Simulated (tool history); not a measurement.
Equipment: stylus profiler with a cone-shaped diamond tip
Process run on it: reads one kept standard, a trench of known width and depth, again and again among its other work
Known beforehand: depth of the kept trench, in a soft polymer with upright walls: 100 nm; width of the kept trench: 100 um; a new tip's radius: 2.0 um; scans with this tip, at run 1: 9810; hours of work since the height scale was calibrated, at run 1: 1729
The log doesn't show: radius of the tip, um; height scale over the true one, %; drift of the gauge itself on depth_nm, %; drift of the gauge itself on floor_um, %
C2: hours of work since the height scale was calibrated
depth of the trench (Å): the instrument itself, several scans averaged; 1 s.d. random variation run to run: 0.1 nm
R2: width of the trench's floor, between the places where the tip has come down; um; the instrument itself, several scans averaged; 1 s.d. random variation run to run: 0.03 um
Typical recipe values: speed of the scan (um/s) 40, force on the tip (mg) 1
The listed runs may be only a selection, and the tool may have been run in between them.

run 1 day=0 | speed_of_the_scan_(um/s)=40 force_on_the_tip_(mg)=1 | scans_with_this_tip=9810 C2=1729 | depth_of_the_trench_(Å)=1011.3 R2=97.81
run 2 day=0.379 | speed_of_the_scan_(um/s)=40 force_on_the_tip_(mg)=1 | scans_with_this_tip=9835 C2=1734 | depth_of_the_trench_(Å)=1012.6 R2=97.79
run 3 day=0.8 | speed_of_the_scan_(um/s)=40 force_on_the_tip_(mg)=1 | scans_with_this_tip=9862 C2=1738 | depth_of_the_trench_(Å)=1011 R2=97.78
run 4 day=1.267 | speed_of_the_scan_(um/s)=40 force_on_the_tip_(mg)=1 | scans_with_this_tip=9892 C2=1744 | depth_of_the_trench_(Å)=1010.4 R2=97.8
run 5 day=2.033 | speed_of_the_scan_(um/s)=40 force_on_the_tip_(mg)=1 | scans_with_this_tip=9941 C2=1752 | depth_of_the_trench_(Å)=1011.4 R2=97.8
run 6 day=2.683 | speed_of_the_scan_(um/s)=40 force_on_the_tip_(mg)=1 | scans_with_this_tip=9983 C2=1760 | depth_of_the_trench_(Å)=1008.7 R2=97.77
run 7 day=3.417 | speed_of_the_scan_(um/s)=40 force_on_the_tip_(mg)=1 | scans_with_this_tip=10030 C2=1768 | depth_of_the_trench_(Å)=1011.9 R2=97.77
run 8 day=4.267 | speed_of_the_scan_(um/s)=40 force_on_the_tip_(mg)=1 | scans_with_this_tip=10084 C2=1778 | depth_of_the_trench_(Å)=1010.7 R2=97.83
run 9 day=4.792 | speed_of_the_scan_(um/s)=40 force_on_the_tip_(mg)=1.23 | scans_with_this_tip=10118 C2=1784 | depth_of_the_trench_(Å)=1011.9 R2=97.82
run 10 day=5.175 | speed_of_the_scan_(um/s)=32 force_on_the_tip_(mg)=1.28 | scans_with_this_tip=10143 C2=1788 | depth_of_the_trench_(Å)=1011.3 R2=97.8
run 11 day=5.879 | speed_of_the_scan_(um/s)=17 force_on_the_tip_(mg)=0.57 | scans_with_this_tip=10188 C2=1796 | depth_of_the_trench_(Å)=1008.9 R2=97.83
run 12 day=6.321 | speed_of_the_scan_(um/s)=17 force_on_the_tip_(mg)=2.1 | scans_with_this_tip=10216 C2=1801 | depth_of_the_trench_(Å)=1014.2 R2=97.86
run 13 day=6.912 | speed_of_the_scan_(um/s)=123 force_on_the_tip_(mg)=0.75 | scans_with_this_tip=10254 C2=1808 | depth_of_the_trench_(Å)=1010 R2=97.48
run 14 day=7.575 | speed_of_the_scan_(um/s)=77 force_on_the_tip_(mg)=1.11 | scans_with_this_tip=10297 C2=1815 | depth_of_the_trench_(Å)=1012.3 R2=97.7
-- day=7.804 new tip fitted, height scale calibrated
run 15 day=8.362 | speed_of_the_scan_(um/s)=57 force_on_the_tip_(mg)=0.71 | scans_with_this_tip=36 C2=6 | depth_of_the_trench_(Å)=1004.5 R2=98.51
run 16 day=8.738 | speed_of_the_scan_(um/s)=44 force_on_the_tip_(mg)=1.3 | scans_with_this_tip=60 C2=11 | depth_of_the_trench_(Å)=1005.5 R2=98.67
run 17 day=9.371 | speed_of_the_scan_(um/s)=105 force_on_the_tip_(mg)=0.48 | scans_with_this_tip=101 C2=18 | depth_of_the_trench_(Å)=1003 R2=98.27
run 18 day=9.796 | speed_of_the_scan_(um/s)=105 force_on_the_tip_(mg)=0.48 | scans_with_this_tip=128 C2=23 | depth_of_the_trench_(Å)=1002.8 R2=98.28

4 options for the next run, each taken on its own from the tool as it stands now. Forecast them:
run A day=10.571 | speed_of_the_scan_(um/s)=58 force_on_the_tip_(mg)=2.29 | scans_with_this_tip=178 C2=31 | depth_of_the_trench_(Å)=? R2=?
run B day=10.571 | speed_of_the_scan_(um/s)=137 force_on_the_tip_(mg)=2.05 | scans_with_this_tip=178 C2=31 | depth_of_the_trench_(Å)=? R2=?
run C day=10.571 | speed_of_the_scan_(um/s)=40 force_on_the_tip_(mg)=0.77 | scans_with_this_tip=178 C2=31 | depth_of_the_trench_(Å)=? R2=?
run D day=10.571 | speed_of_the_scan_(um/s)=77 force_on_the_tip_(mg)=1.36 | scans_with_this_tip=178 C2=31 | depth_of_the_trench_(Å)=? R2=?

run=A depth_of_the_trench_(Å)=1009.5 R2=98.63
run=B depth_of_the_trench_(Å)=1006.3 R2=98.39
run=C depth_of_the_trench_(Å)=1003.4 R2=98.56
run=D depth_of_the_trench_(Å)=1004.8 R2=98.47
Had the tool no hidden state, the same runs would have come out as:
run=A depth_of_the_trench_(Å)=1009.2 R2=98.67
run=B depth_of_the_trench_(Å)=1005.9 R2=98.44
run=C depth_of_the_trench_(Å)=1003 R2=98.6
run=D depth_of_the_trench_(Å)=1004.4 R2=98.51
